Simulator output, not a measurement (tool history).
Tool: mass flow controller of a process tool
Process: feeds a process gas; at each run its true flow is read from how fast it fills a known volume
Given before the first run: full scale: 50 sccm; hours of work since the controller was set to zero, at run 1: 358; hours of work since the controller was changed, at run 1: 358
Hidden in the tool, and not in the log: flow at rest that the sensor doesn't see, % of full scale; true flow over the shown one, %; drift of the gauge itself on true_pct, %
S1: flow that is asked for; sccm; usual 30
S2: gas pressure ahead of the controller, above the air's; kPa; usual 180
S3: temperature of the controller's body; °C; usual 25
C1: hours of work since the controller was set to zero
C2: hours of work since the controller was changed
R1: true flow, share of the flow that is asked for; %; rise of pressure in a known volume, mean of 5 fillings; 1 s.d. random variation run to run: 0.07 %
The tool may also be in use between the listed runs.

| run | hour | S1 | S2 | S3 | C1 | C2 | R1 |
|---|---|---|---|---|---|---|---|
| 1 | 0.0 | 30 | 180 | 25 | 358 | 358 | 98.98 |
| 2 | 34.5 | 30 | 180 | 25 | 369 | 369 | 98.93 |
| 3 | 98.6 | 30 | 180 | 33 | 390 | 390 | 98.23 |
| 4 | 137.2 | 15 | 180 | 25 | 402 | 402 | 98.02 |
| 5 | 208.3 | 15 | 180 | 25 | 425 | 425 | 98.01 |
| 6 | 264.6 | 30 | 180 | 24 | 443 | 443 | 99.00 |
| 7 | 319.1 | 30 | 180 | 24 | 460 | 460 | 99.10 |
| 8 | 368.2 | 30 | 180 | 25 | 476 | 476 | 98.95 |
| 9 | 415.7 | 45 | 141 | 32 | 491 | 491 | 99.08 |
| 10 | 500.1 | 45 | 141 | 32 | 518 | 518 | 99.02 |

What will run 11 give?
| 11 | 583.5 | 19 | 218 | 39 | 545 | 545 | ? |

Run 11 gave R1 96.36 %.
If the tool had no hidden condition, the same run with the same run-to-run variation would have returned R1 96.80 %.

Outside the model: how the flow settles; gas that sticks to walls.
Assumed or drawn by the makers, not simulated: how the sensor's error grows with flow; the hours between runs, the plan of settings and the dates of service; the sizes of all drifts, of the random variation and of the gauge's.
